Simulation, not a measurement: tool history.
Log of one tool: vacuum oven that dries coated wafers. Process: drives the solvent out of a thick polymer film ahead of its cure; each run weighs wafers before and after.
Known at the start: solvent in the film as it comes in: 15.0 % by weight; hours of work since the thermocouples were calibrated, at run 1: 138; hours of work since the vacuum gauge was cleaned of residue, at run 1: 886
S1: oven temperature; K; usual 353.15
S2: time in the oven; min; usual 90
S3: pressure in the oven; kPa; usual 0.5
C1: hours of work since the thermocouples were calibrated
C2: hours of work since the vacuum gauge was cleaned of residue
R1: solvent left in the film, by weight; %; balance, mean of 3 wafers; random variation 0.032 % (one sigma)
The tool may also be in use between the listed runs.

run 1 hour=0 | S1=353.15 S2=90 S3=0.5 | C1=138 C2=886 | R1=3.5
run 2 hour=81.3 | S1=353.15 S2=90 S3=0.5 | C1=182 C2=929 | R1=3.42
run 3 hour=156.9 | S1=353.15 S2=90 S3=0.5 | C1=222 C2=970 | R1=3.49
run 4 hour=211.9 | S1=353.15 S2=90 S3=0.5 | C1=251 C2=999 | R1=3.46
run 5 hour=326.8 | S1=353.15 S2=90 S3=0.5 | C1=313 C2=1061 | R1=3.44
run 6 hour=414.6 | S1=340.15 S2=90 S3=0.5 | C1=360 C2=1108 | R1=6.08
run 7 hour=528.7 | S1=353.15 S2=90 S3=1.866 | C1=421 C2=1169 | R1=4.05
run 8 hour=597.1 | S1=353.15 S2=90 S3=1.866 | C1=458 C2=1205 | R1=4.01
run 9 hour=702.6 | S1=353.15 S2=90 S3=1.866 | C1=514 C2=1262 | R1=4.04
run 10 hour=820.2 | S1=353.15 S2=74 S3=1.866 | C1=577 C2=1325 | R1=4.81
-- hour=830 vacuum gauge cleaned of residue and calibrated
run 11 hour=896.9 | S1=353.15 S2=90 S3=0.85 | C1=617 C2=36 | R1=3.68
run 12 hour=1005.7 | S1=353.15 S2=55 S3=0.5 | C1=676 C2=94 | R1=5.61
run 13 hour=1081.2 | S1=353.15 S2=90 S3=0.5 | C1=716 C2=134 | R1=3.53
run 14 hour=1158.4 | S1=353.15 S2=90 S3=0.5 | C1=757 C2=176 | R1=3.56
run 15 hour=1271 | S1=353.15 S2=90 S3=0.5 | C1=818 C2=236 | R1=3.57
-- hour=1317.2 vacuum gauge cleaned of residue and calibrated, once more
run 16 hour=1326.3 | S1=353.15 S2=91 S3=0.5 | C1=846 C2=5 | R1=3.11
run 17 hour=1399.7 | S1=353.15 S2=90 S3=0.5 | C1=886 C2=44 | R1=3.16
run 18 hour=1511.7 | S1=353.15 S2=90 S3=0.5 | C1=946 C2=104 | R1=3.18
run 19 hour=1638 | S1=353.15 S2=90 S3=0.5 | C1=1013 C2=172 | R1=3.16
run 20 hour=1758.9 | S1=353.15 S2=90 S3=0.5 | C1=1078 C2=236 | R1=3.15
-- hour=1837.7 oven's thermocouples calibrated
run 21 hour=1880.6 | S1=353.15 S2=90 S3=0.5 | C1=23 C2=301 | R1=3.48
run 22 hour=1992.7 | S1=353.15 S2=90 S3=0.569 | C1=83 C2=361 | R1=3.41
run 23 hour=2109.3 | S1=365.15 S2=73 S3=0.303 | C1=145 C2=423 | R1=2.2
run 24 hour=2195.9 | S1=365.15 S2=73 S3=0.303 | C1=192 C2=469 | R1=2.22
run 25 hour=2313 | S1=365.15 S2=73 S3=0.303 | C1=254 C2=532 | R1=2.17
run 26 hour=2397.7 | S1=340.15 S2=126 S3=0.303 | C1=300 C2=577 | R1=4.51
run 27 hour=2481.9 | S1=360.15 S2=90 S3=1.024 | C1=345 C2=622 | R1=2.39
run 28 hour=2549.3 | S1=363.15 S2=144 S3=1.591 | C1=381 C2=659 | R1=1.15
run 29 hour=2635 | S1=348.15 S2=71 S3=0.321 | C1=427 C2=704 | R1=5.28
run 30 hour=2758.8 | S1=363.15 S2=71 S3=0.587 | C1=493 C2=771 | R1=2.62
run 31 hour=2863.9 | S1=349.15 S2=49 S3=0.587 | C1=549 C2=827 | R1=6.83
run 32 hour=2949.7 | S1=349.15 S2=49 S3=0.587 | C1=595 C2=873 | R1=6.79
run 33 hour=3030.1 | S1=365.15 S2=69 S3=1.559 | C1=638 C2=916 | R1=2.66
run 34 hour=3084.5 | S1=349.15 S2=52 S3=1.721 | C1=667 C2=945 | R1=7.08
run 35 hour=3155.2 | S1=364.15 S2=117 S3=0.5 | C1=705 C2=983 | R1=1.02
run 36 hour=3217.3 | S1=353.15 S2=90 S3=0.68 | C1=739 C2=1016 | R1=3.47
run 37 hour=3292.6 | S1=343.15 S2=109 S3=0.687 | C1=779 C2=1056 | R1=4.72
run 38 hour=3359.4 | S1=359.15 S2=54 S3=0.836 | C1=815 C2=1092 | R1=4.47
run 39 hour=3433 | S1=339.15 S2=93 S3=0.726 | C1=854 C2=1132 | R1=6.21
run 40 hour=3501.5 | S1=339.15 S2=93 S3=0.726 | C1=891 C2=1168 | R1=6.18
run 41 hour=3593.6 | S1=353.15 S2=90 S3=0.676 | C1=940 C2=1218 | R1=3.44
run 42 hour=3678.7 | S1=365.15 S2=90 S3=0.906 | C1=986 C2=1263 | R1=1.63
run 43 hour=3795.5 | S1=365.15 S2=90 S3=0.906 | C1=1048 C2=1326 | R1=1.65
-- hour=3804.9 vacuum gauge cleaned of residue and calibrated
run 44 hour=3882.6 | S1=358.15 S2=57 S3=0.5 | C1=1094 C2=42 | R1=4.18

Measured less the same run without the tool's hidden state. The same run-to-run variation is in both; the gauge's scatter may not be:
The hidden state here: true wafer temperature over the reading, C; true pressure over the reading, kPa; drift of the gauge itself on solvent_pct, %.
run=1 R1=+0.12
run=2 R1=+0.11
run=3 R1=+0.11
run=4 R1=+0.1
run=5 R1=+0.09
run=6 R1=+0.14
run=7 R1=+0.07
run=8 R1=+0.07
run=9 R1=+0.06
run=10 R1=+0.04
run=11 R1=+0.15
run=12 R1=+0.08
run=13 R1=+0.14
run=14 R1=+0.14
run=15 R1=+0.14
run=16 R1=-0.22
run=17 R1=-0.23
run=18 R1=-0.23
run=19 R1=-0.24
run=20 R1=-0.25
run=21 R1=+0.09
run=22 R1=+0.07
run=23 R1=+0.05
run=24 R1=+0.05
run=25 R1=+0.03
run=26 R1=+0.1
run=27 R1=+0.04
run=28 R1=+0.06
run=29 R1=+0.04
run=30 R1=+0.01
run=31 R1=+0
run=32 R1=+0
run=33 R1=-0.02
run=34 R1=-0.02
run=35 R1=+0.05
run=36 R1=+0.01
run=37 R1=+0.04
run=38 R1=-0.05
run=39 R1=+0.04
run=40 R1=+0.03
run=41 R1=-0.02
run=42 R1=-0.01
run=43 R1=-0.01
run=44 R1=-0.26

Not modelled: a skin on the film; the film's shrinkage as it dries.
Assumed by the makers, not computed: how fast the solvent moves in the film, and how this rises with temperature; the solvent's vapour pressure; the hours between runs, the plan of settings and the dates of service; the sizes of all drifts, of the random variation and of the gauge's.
